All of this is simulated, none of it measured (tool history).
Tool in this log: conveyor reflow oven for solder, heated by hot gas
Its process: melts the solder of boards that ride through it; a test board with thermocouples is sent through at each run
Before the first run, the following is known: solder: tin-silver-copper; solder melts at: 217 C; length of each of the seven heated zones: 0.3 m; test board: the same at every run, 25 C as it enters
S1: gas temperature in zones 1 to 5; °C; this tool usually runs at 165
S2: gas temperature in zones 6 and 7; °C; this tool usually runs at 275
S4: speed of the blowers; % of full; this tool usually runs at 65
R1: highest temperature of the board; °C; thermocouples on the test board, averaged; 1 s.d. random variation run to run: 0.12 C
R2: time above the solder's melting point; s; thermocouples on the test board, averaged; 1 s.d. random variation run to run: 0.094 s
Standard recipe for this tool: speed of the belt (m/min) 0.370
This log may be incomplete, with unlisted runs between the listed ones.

Run 1, hour 0.0: usual settings. Result: R1 259.9 °C, R2 76.85 s.
At hour 8.2: flux residue cleaned out of gas plates and filters.
Run 2, hour 14.0: usual settings. Result: R1 260.9 °C, R2 78.06 s.
Run 3, hour 28.9: usual settings. Result: R1 260.6 °C, R2 78.19 s.
Run 4, hour 39.2: usual settings but S4 51 % of full. Result: R1 257.9 °C, R2 75.18 s.
Run 5, hour 45.8: usual settings but S4 77 % of full. Result: R1 262.4 °C, R2 79.86 s.
Run 6, hour 52.9: usual settings but S4 77 % of full. Result: R1 262.4 °C, R2 79.80 s.
Run 7, hour 64.8: usual settings but S4 59 % of full. Result: R1 259.6 °C, R2 77.13 s.
Run 8, hour 78.8: usual settings but S4 86 % of full. Result: R1 263.7 °C, R2 80.93 s.
Run 9, hour 93.4: usual settings but S4 86 % of full. Result: R1 263.5 °C, R2 80.89 s.
Run 10, hour 106.3: usual settings but S2 266 °C. Result: R1 252.5 °C, R2 71.56 s.
Run 11, hour 121.1: usual settings but S2 266 °C, S4 64 % of full. Result: R1 252.2 °C, R2 71.55 s.
Run 12, hour 132.0: usual settings. Result: R1 260.7 °C, R2 78.21 s.
Run 13, hour 141.3: usual settings. Result: R1 260.5 °C, R2 77.94 s.
Run 14, hour 148.8: usual settings. Result: R1 260.8 °C, R2 78.29 s.
Run 15, hour 158.7: usual settings. Result: R1 260.4 °C, R2 78.11 s.
Run 16, hour 170.9: usual settings. Result: R1 260.5 °C, R2 78.13 s.
Run 17, hour 182.2: usual settings but S1 156 °C, speed of the belt (m/min) 0.307. Result: R1 264.7 °C, R2 96.11 s.
Run 18, hour 189.8: usual settings but S1 176 °C, S2 274 °C, speed of the belt (m/min) 0.359, S4 90 % of full. Result: R1 264.5 °C, R2 88.71 s.
Run 19, hour 203.3: usual settings but S1 178 °C, speed of the belt (m/min) 0.371. Result: R1 262.2 °C, R2 84.40 s.
Run 20, hour 212.1: usual settings but S1 178 °C, speed of the belt (m/min) 0.371. Result: R1 262.0 °C, R2 84.49 s.
Run 21, hour 224.9: usual settings but S2 281 °C, S4 74 % of full. Result: R1 267.4 °C, R2 83.12 s.
Run 22, hour 231.2: usual settings but S2 281 °C, S4 74 % of full. Result: R1 267.5 °C, R2 82.78 s.
Run 23, hour 242.4: usual settings but S2 281 °C, S4 74 % of full. Result: R1 267.4 °C, R2 82.80 s.
Run 24, hour 253.4: usual settings but S2 284 °C, speed of the belt (m/min) 0.369, S4 61 % of full. Result: R1 268.1 °C, R2 83.38 s.
Run 25, hour 259.6: usual settings but S1 159 °C, S2 271 °C, speed of the belt (m/min) 0.373, S4 62 % of full. Result: R1 255.1 °C, R2 70.82 s.
Run 26, hour 268.9: usual settings but S4 54 % of full. Result: R1 258.1 °C, R2 75.92 s.
Run 27, hour 279.0: usual settings but S1 163 °C, S4 55 % of full. Result: R1 258.1 °C, R2 75.18 s.
Run 28, hour 287.4: usual settings but S1 162 °C, S2 289 °C, speed of the belt (m/min) 0.312, S4 75 % of full. Result: R1 279.4 °C, R2 105.67 s.
Run 29, hour 301.5: usual settings but S1 162 °C, S2 289 °C, speed of the belt (m/min) 0.312, S4 75 % of full. Result: R1 279.2 °C, R2 105.88 s.
Run 30, hour 311.8: usual settings but S1 176 °C, S2 270 °C, speed of the belt (m/min) 0.312, S4 75 % of full. Result: R1 262.0 °C, R2 101.44 s.
Run 31, hour 320.2: usual settings but S1 176 °C, S2 270 °C, speed of the belt (m/min) 0.312, S4 75 % of full. Result: R1 262.1 °C, R2 101.43 s.

Each row is a separate what-if for the run after 31, all from the same tool condition, not one after another. Results?
Run A, hour 326.7: usual settings but S1 176 °C, S2 270 °C, speed of the belt (m/min) 0.312, S4 75 % of full. Result: R1 ?, R2 ?.
Run B, hour 326.7: usual settings but S1 176 °C, S2 270 °C, speed of the belt (m/min) 0.380, S4 75 % of full. Result: R1 ?, R2 ?.
Run C, hour 326.7: usual settings but S1 177 °C, S2 270 °C, speed of the belt (m/min) 0.430, S4 87 % of full. Result: R1 ?, R2 ?.
Run D, hour 326.7: usual settings but S1 160 °C, S2 270 °C, speed of the belt (m/min) 0.330, S4 75 % of full. Result: R1 ?, R2 ?.

run     R1      R2
  A  262.2  101.34
  B  257.9   78.92
  C  256.1   68.35
  D  259.3   86.78
Stripped of hidden state, with their random variation kept, the same runs would have yielded:
run     R1      R2
  A  263.1  100.19
  B  258.8   78.17
  C  257.0   67.81
  D  260.2   85.98
